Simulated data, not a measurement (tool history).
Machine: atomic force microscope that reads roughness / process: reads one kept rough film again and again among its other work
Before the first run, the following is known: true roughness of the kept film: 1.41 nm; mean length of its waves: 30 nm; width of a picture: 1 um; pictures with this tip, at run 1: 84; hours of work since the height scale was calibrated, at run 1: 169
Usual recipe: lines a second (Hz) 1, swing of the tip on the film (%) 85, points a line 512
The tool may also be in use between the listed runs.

run	day	lines a second (Hz)	swing of the tip on the film (%)	points a line	pictures with this tip	hours of work since the height scale was calibrated	roughness of the kept film (nm (root mean square))
1	0	1	85	512	84	169	1.174
2	0.333	1	85	512	90	173	1.157
3	0.521	1	85	512	92	175	1.161
4	0.9	1	85	512	98	178	1.169
5	1.204	2.66	85	512	103	182	1.024
6	1.458	2.66	85	512	107	184	1.03
7	1.812	2.66	85	512	113	188	1.026
8	2.175	1	85	512	119	191	1.155
9	2.538	1	85	512	124	195	1.147
10	2.721	1	85	512	127	197	1.144
11	2.892	1	85	512	130	199	1.138
12	3.2	1	85	512	135	202	1.127
13	3.388	1	85	512	138	204	1.143
14	3.604	1	85	512	141	206	1.137
# day 3.721: new tip fitted
15	3.854	1	72	512	2	208	1.254
16	4.142	1	85	923	6	211	1.223
17	4.45	1	85	923	11	214	1.214
18	4.8	1	85	379	17	218	1.211
19	5.05	1	85	512	21	220	1.207
20	5.442	1	85	512	27	224	1.215
21	5.621	1	85	512	30	226	1.207
22	5.854	1	85	512	33	228	1.205
23	6.238	1	85	512	39	232	1.192
24	6.592	1.44	72	674	45	236	1.222
25	6.892	1.44	72	674	50	239	1.217
26	7.071	2.66	76	860	52	241	1.127
27	7.392	2.66	76	860	58	244	1.138
28	7.783	2.66	76	860	64	248	1.135
29	8.1	1	68	512	69	251	1.237
30	8.371	1.23	59	432	73	254	1.239
31	8.558	0.57	59	432	76	256	1.263
32	8.825	0.57	59	432	80	258	1.271
33	9.162	0.57	59	432	85	262	1.241
34	9.371	0.57	59	265	89	264	1.234
35	9.679	1	85	764	94	267	1.18
36	9.958	1	85	764	98	270	1.169
37	10.321	1.87	59	764	104	273	1.222
38	10.612	1.41	70	453	108	276	1.174
39	10.971	1	55	512	114	280	1.229
40	11.333	0.58	85	637	120	284	1.186
41	11.558	0.8	85	387	123	286	1.162
42	11.958	0.8	85	387	130	290	1.157
43	12.158	0.8	85	387	133	292	1.154

Predict each of these 5 candidate next runs independently; none follows another, all start after run 43:
A	12.558	1.09	85	512	139	296	?
B	12.558	1.24	66	512	139	296	?
C	12.558	1	68	267	139	296	?
D	12.558	1	85	346	139	296	?
E	12.558	0.8	69	799	139	296	?

run	roughness of the kept film (nm (root mean square))
A	1.132
B	1.186
C	1.182
D	1.131
E	1.216
The same runs, with their run-to-run variation unchanged, on a tool lacking any hidden condition would have given:
run	roughness of the kept film (nm (root mean square))
A	1.212
B	1.271
C	1.266
D	1.212
E	1.302
